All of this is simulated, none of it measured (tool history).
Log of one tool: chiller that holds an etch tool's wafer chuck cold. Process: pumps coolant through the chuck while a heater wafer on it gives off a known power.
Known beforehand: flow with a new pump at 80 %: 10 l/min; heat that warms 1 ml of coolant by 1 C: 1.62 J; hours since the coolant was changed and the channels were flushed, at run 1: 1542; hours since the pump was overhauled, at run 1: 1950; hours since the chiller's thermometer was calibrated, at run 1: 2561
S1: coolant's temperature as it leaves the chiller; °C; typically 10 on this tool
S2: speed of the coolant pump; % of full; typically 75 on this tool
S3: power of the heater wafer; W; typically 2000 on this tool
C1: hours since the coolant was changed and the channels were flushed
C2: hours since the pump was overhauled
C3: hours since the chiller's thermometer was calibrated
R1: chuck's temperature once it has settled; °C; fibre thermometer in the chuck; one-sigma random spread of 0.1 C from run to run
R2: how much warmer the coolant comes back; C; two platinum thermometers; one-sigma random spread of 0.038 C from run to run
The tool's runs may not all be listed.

run	day	S1	S2	S3	C1	C2	C3	R1	R2
1	0	10	75	2000	1542	1950	2561	27.1	8.18
2	3.292	10	75	2000	1621	2028	2640	26.9	8.22
3	8.788	10	75	2000	1753	2160	2772	27.1	8.23
4	11.633	10	75	2000	1821	2229	2840	27.1	8.2
5	17.892	3	75	2000	1971	2379	2990	20.2	8.26
6	20.646	17	75	2000	2037	2445	3056	34.3	8.24
7	24.633	10	67	2000	2133	2541	3152	28.9	9.27
8	28.979	10	67	2000	2237	2645	3256	29	9.35
9	31.583	10	67	2000	2300	2708	3319	28.9	9.33
10	36.679	10	67	2000	2422	2830	3441	29	9.4
11	41.258	8	75	2000	2532	2940	3551	25.8	8.25
12	45.046	10	75	1030	2623	3031	3642	18.8	4.28
# day 45.35: chiller's thermometer calibrated
13	49.733	10	75	1030	2735	3142	105	18.7	4.29
14	55.138	10	75	1030	2864	3272	235	18.8	4.31
15	59.292	10	75	1030	2964	3372	335	18.8	4.34
16	64.058	10	75	1030	3078	3486	449	18.9	4.33
17	66.783	10	75	1030	3144	3551	514	18.9	4.35
# day 67.854: chiller's thermometer calibrated, once more
18	70.329	13	75	1765	3228	3635	59	29.4	7.37
19	74.008	10	75	1228	3316	3724	148	21.4	5.13
20	77.071	14	65	2000	3390	3797	221	34.6	9.84
21	81.575	18	71	2000	3498	3905	329	37.2	8.89
22	84.721	16	82	1689	3573	3981	405	30.7	6.42
23	87.408	16	82	1689	3638	4045	469	30.8	6.33
24	91.792	16	82	1689	3743	4150	574	30.8	6.44
25	95.354	12	76	1060	3828	4236	660	21.7	4.41
26	98.604	12	76	1060	3906	4314	738	21.8	4.43
27	104.204	7	60	2000	4041	4448	872	29.2	10.84
28	107.912	7	60	2000	4130	4537	961	29.5	10.86
29	113.117	1	67	2000	4255	4662	1086	21.8	9.64
30	118.925	7	78	1445	4394	4802	1226	20.3	5.89
31	122.492	12	75	1121	4480	4887	1311	22.6	4.73
32	127.175	10	75	1966	4592	5000	1424	28.9	8.36

Below are 3 alternative next runs, each starting from the tool's condition after run 32. Predict each:
A	132.942	10	64	2000	4731	5138	1562	?	?
B	132.942	10	94	1966	4731	5138	1562	?	?
C	132.942	10	75	1731	4731	5138	1562	?	?

run	R1	R2
A	31.8	10.17
B	26.3	6.48
C	26.7	7.3
The same runs, with their run-to-run variation unchanged, on a tool lacking any hidden condition would have given:
run	R1	R2
A	28.4	9.53
B	23.7	6.07
C	24.1	6.84
